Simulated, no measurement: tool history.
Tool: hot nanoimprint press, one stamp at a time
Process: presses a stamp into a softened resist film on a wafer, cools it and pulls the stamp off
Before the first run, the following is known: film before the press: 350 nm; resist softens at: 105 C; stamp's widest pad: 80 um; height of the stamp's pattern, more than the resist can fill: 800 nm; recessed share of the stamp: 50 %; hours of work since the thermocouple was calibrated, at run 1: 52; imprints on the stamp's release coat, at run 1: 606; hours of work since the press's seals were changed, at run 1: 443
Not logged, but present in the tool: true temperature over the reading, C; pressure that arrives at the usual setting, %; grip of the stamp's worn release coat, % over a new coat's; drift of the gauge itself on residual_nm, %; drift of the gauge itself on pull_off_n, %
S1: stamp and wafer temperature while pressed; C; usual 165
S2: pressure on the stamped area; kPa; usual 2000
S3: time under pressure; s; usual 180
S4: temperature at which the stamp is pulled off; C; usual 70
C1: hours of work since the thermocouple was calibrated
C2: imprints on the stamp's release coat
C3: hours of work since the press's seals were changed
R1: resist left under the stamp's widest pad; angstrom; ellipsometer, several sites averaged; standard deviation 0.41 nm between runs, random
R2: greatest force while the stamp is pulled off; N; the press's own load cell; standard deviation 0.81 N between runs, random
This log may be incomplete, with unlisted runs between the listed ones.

run 1 hour=0.0 | S1=165 S2=2000 S3=180 S4=70 | C1=52 C2=606 C3=443 | R1=1905 R2=173.3
run 2 hour=18.3 | S1=165 S2=2000 S3=180 S4=70 | C1=65 C2=653 C3=455 | R1=1905 R2=175.7
run 3 hour=32.5 | S1=171 S2=2000 S3=180 S4=70 | C1=75 C2=689 C3=465 | R1=1385 R2=175.5
run 4 hour=53.3 | S1=171 S2=2000 S3=180 S4=70 | C1=89 C2=743 C3=480 | R1=1392 R2=176.7
run 5 hour=72.5 | S1=171 S2=2000 S3=180 S4=70 | C1=102 C2=793 C3=493 | R1=1389 R2=178.0
run 6 hour=95.9 | S1=165 S2=1390 S3=180 S4=70 | C1=119 C2=853 C3=509 | R1=2173 R2=177.3
run 7 hour=120.9 | S1=165 S2=1390 S3=180 S4=70 | C1=136 C2=917 C3=526 | R1=2172 R2=179.7
run 8 hour=143.7 | S1=165 S2=1390 S3=180 S4=70 | C1=152 C2=976 C3=542 | R1=2160 R2=179.4
run 9 hour=169.6 | S1=165 S2=1390 S3=180 S4=70 | C1=170 C2=1043 C3=560 | R1=2162 R2=181.8
run 10 hour=193.0 | S1=165 S2=1390 S3=180 S4=70 | C1=186 C2=1103 C3=576 | R1=2163 R2=182.9
run 11 hour=219.8 | S1=165 S2=1390 S3=180 S4=70 | C1=204 C2=1172 C3=595 | R1=2160 R2=184.2
-- hour=230.0 stamp cleaned and given a new release coat
run 12 hour=238.5 | S1=165 S2=1390 S3=180 S4=70 | C1=213 C2=22 C3=603 | R1=2163 R2=163.1
run 13 hour=258.8 | S1=165 S2=2000 S3=180 S4=70 | C1=227 C2=74 C3=617 | R1=1885 R2=163.7
run 14 hour=282.0 | S1=165 S2=1300 S3=180 S4=70 | C1=243 C2=134 C3=633 | R1=2196 R2=164.6
run 15 hour=300.7 | S1=165 S2=2000 S3=180 S4=61 | C1=256 C2=182 C3=646 | R1=1879 R2=206.1
run 16 hour=314.5 | S1=156 S2=2680 S3=176 S4=58 | C1=266 C2=218 C3=656 | R1=2590 R2=219.9
run 17 hour=337.0 | S1=165 S2=1690 S3=117 S4=70 | C1=281 C2=276 C3=671 | R1=2270 R2=166.7
run 18 hour=364.8 | S1=165 S2=1690 S3=117 S4=70 | C1=300 C2=348 C3=691 | R1=2262 R2=167.9
run 19 hour=386.7 | S1=154 S2=2000 S3=213 S4=70 | C1=315 C2=404 C3=706 | R1=2843 R2=169.0
-- hour=397.2 press's hydraulic seals changed and the load cell set to zero
run 20 hour=420.9 | S1=154 S2=2420 S3=211 S4=70 | C1=333 C2=472 C3=16 | R1=2718 R2=168.7
run 21 hour=433.5 | S1=165 S2=2030 S3=217 S4=70 | C1=342 C2=504 C3=25 | R1=1721 R2=170.2
run 22 hour=451.4 | S1=165 S2=2000 S3=180 S4=63 | C1=355 C2=550 C3=37 | R1=1848 R2=204.5
run 23 hour=472.8 | S1=154 S2=2000 S3=180 S4=77 | C1=369 C2=605 C3=52 | R1=2910 R2=137.9

Expected results for the next run?
run 24 hour=489.7 | S1=165 S2=2000 S3=197 S4=69 | C1=381 C2=649 C3=64 | R1=? R2=?

{"run 24": {"R1": 1791, "R2": 177.6}}
Minus the tool's unlogged condition, the same run would have read R1 1850 angstrom, R2 169.1 N.
